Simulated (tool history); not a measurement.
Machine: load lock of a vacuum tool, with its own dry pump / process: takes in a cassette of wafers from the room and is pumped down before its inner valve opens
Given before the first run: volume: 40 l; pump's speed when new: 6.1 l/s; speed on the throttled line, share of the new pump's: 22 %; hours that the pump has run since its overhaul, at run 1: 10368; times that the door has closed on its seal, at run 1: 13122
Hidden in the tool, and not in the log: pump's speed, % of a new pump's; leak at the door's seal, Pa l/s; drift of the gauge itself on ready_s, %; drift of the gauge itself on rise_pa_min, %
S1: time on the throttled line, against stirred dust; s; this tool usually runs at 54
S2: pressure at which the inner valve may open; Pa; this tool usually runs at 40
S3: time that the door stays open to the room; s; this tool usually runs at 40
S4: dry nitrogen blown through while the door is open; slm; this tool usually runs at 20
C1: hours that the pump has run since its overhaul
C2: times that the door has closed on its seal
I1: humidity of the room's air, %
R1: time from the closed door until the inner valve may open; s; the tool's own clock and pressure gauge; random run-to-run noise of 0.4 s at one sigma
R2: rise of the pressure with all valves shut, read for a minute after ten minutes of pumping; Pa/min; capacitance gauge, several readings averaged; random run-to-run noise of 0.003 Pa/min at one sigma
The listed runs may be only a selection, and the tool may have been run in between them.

run 1 hour=0.0 | S1=54 S2=40 S3=40 S4=20 | C1=10368 C2=13122 | I1=42.1 | R1=95.5 R2=0.066
run 2 hour=355.7 | S1=54 S2=40 S3=40 S4=20 | C1=10724 C2=13507 | I1=43.4 | R1=97.1 R2=0.071
run 3 hour=739.3 | S1=54 S2=40 S3=40 S4=20 | C1=11108 C2=13923 | I1=46.3 | R1=95.5 R2=0.076
run 4 hour=1073.3 | S1=54 S2=40 S3=40 S4=20 | C1=11442 C2=14285 | I1=44.8 | R1=96.5 R2=0.079
run 5 hour=1354.0 | S1=54 S2=40 S3=40 S4=20 | C1=11722 C2=14589 | I1=43.9 | R1=96.2 R2=0.078
run 6 hour=1989.1 | S1=54 S2=40 S3=40 S4=20 | C1=12357 C2=15277 | I1=41.2 | R1=95.4 R2=0.079
run 7 hour=2389.2 | S1=54 S2=40 S3=40 S4=20 | C1=12758 C2=15710 | I1=46.4 | R1=96.2 R2=0.088
run 8 hour=2978.0 | S1=54 S2=43 S3=40 S4=20 | C1=13346 C2=16348 | I1=41.2 | R1=96.4 R2=0.089
run 9 hour=3249.2 | S1=54 S2=43 S3=40 S4=20 | C1=13618 C2=16641 | I1=46.4 | R1=96.0 R2=0.092
run 10 hour=3836.3 | S1=54 S2=43 S3=40 S4=20 | C1=14205 C2=17277 | I1=47.0 | R1=96.7 R2=0.102
run 11 hour=4109.2 | S1=54 S2=43 S3=40 S4=20 | C1=14478 C2=17573 | I1=42.8 | R1=95.8 R2=0.091
run 12 hour=4672.1 | S1=54 S2=43 S3=40 S4=20 | C1=15040 C2=18183 | I1=46.4 | R1=95.8 R2=0.100
run 13 hour=4984.5 | S1=54 S2=43 S3=40 S4=20 | C1=15353 C2=18521 | I1=45.5 | R1=97.0 R2=0.102
run 14 hour=5334.5 | S1=54 S2=43 S3=40 S4=20 | C1=15703 C2=18900 | I1=48.2 | R1=97.3 R2=0.102
run 15 hour=5787.6 | S1=54 S2=43 S3=40 S4=6 | C1=16156 C2=19391 | I1=44.5 | R1=96.8 R2=0.114
run 16 hour=6177.5 | S1=54 S2=40 S3=40 S4=20 | C1=16546 C2=19813 | I1=47.0 | R1=97.7 R2=0.108
run 17 hour=6809.6 | S1=54 S2=40 S3=40 S4=20 | C1=17178 C2=20498 | I1=43.9 | R1=97.2 R2=0.114
run 18 hour=7419.5 | S1=54 S2=40 S3=40 S4=20 | C1=17788 C2=21159 | I1=47.0 | R1=97.2 R2=0.123
run 19 hour=7751.6 | S1=32 S2=63 S3=113 S4=12 | C1=18120 C2=21518 | I1=42.6 | R1=78.3 R2=0.141
run 20 hour=8325.5 | S1=32 S2=63 S3=113 S4=12 | C1=18694 C2=22140 | I1=43.8 | R1=77.3 R2=0.142
run 21 hour=8622.8 | S1=32 S2=57 S3=113 S4=12 | C1=18991 C2=22462 | I1=44.5 | R1=79.6 R2=0.146
run 22 hour=9172.9 | S1=32 S2=57 S3=113 S4=12 | C1=19541 C2=23058 | I1=45.1 | R1=79.0 R2=0.155
run 23 hour=9582.6 | S1=68 S2=40 S3=46 S4=32 | C1=19951 C2=23502 | I1=46.8 | R1=108.9 R2=0.132
run 24 hour=10008.7 | S1=68 S2=40 S3=46 S4=32 | C1=20377 C2=23963 | I1=44.4 | R1=108.7 R2=0.133
run 25 hour=10555.3 | S1=54 S2=53 S3=40 S4=20 | C1=20924 C2=24555 | I1=45.5 | R1=97.1 R2=0.144
run 26 hour=11175.1 | S1=69 S2=53 S3=40 S4=20 | C1=21543 C2=25226 | I1=47.9 | R1=108.2 R2=0.157
run 27 hour=11752.3 | S1=28 S2=29 S3=40 S4=9 | C1=22121 C2=25852 | I1=45.6 | R1=81.3 R2=0.159
run 28 hour=12344.3 | S1=28 S2=29 S3=40 S4=9 | C1=22713 C2=26493 | I1=46.7 | R1=82.4 R2=0.167
run 29 hour=12673.6 | S1=103 S2=40 S3=40 S4=20 | C1=23042 C2=26850 | I1=44.3 | R1=136.4 R2=0.155
run 30 hour=13041.1 | S1=65 S2=40 S3=54 S4=20 | C1=23409 C2=27248 | I1=43.7 | R1=108.2 R2=0.166
run 31 hour=13328.1 | S1=71 S2=40 S3=54 S4=20 | C1=23696 C2=27558 | I1=42.3 | R1=112.7 R2=0.169
run 32 hour=13910.9 | S1=48 S2=33 S3=174 S4=20 | C1=24279 C2=28190 | I1=47.2 | R1=96.0 R2=0.197
-- hour=14142.4 dry pump taken out, an overhauled one fitted
run 33 hour=14197.5 | S1=48 S2=33 S3=174 S4=20 | C1=55 C2=28494 | I1=41.9 | R1=91.1 R2=0.196
run 34 hour=14540.9 | S1=48 S2=33 S3=174 S4=20 | C1=399 C2=28866 | I1=43.2 | R1=90.4 R2=0.192
run 35 hour=14946.9 | S1=48 S2=33 S3=174 S4=20 | C1=805 C2=29305 | I1=44.1 | R1=91.9 R2=0.202
run 36 hour=15386.4 | S1=38 S2=33 S3=174 S4=20 | C1=1244 C2=29781 | I1=46.0 | R1=84.1 R2=0.211

5 ways to go on from here, each from the tool as it stands after run 36. What would each give?
run A hour=15980.4 | S1=44 S2=40 S3=40 S4=20 | C1=1838 C2=30425 | I1=45.3 | R1=? R2=?
run B hour=15980.4 | S1=54 S2=32 S3=47 S4=20 | C1=1838 C2=30425 | I1=44.5 | R1=? R2=?
run C hour=15980.4 | S1=54 S2=40 S3=47 S4=17 | C1=1838 C2=30425 | I1=43.3 | R1=? R2=?
run D hour=15980.4 | S1=38 S2=54 S3=174 S4=20 | C1=1838 C2=30425 | I1=44.8 | R1=? R2=?
run E hour=15980.4 | S1=38 S2=34 S3=35 S4=9 | C1=1838 C2=30425 | I1=43.5 | R1=? R2=?

run=A R1=87.0 R2=0.186
run=B R1=96.0 R2=0.195
run=C R1=94.5 R2=0.198
run=D R1=80.0 R2=0.219
run=E R1=83.5 R2=0.199
With no hidden state in the tool, these same runs would have given:
run=A R1=86.4 R2=0.018
run=B R1=95.5 R2=0.025
run=C R1=93.9 R2=0.028
run=D R1=79.4 R2=0.046
run=E R1=82.9 R2=0.027
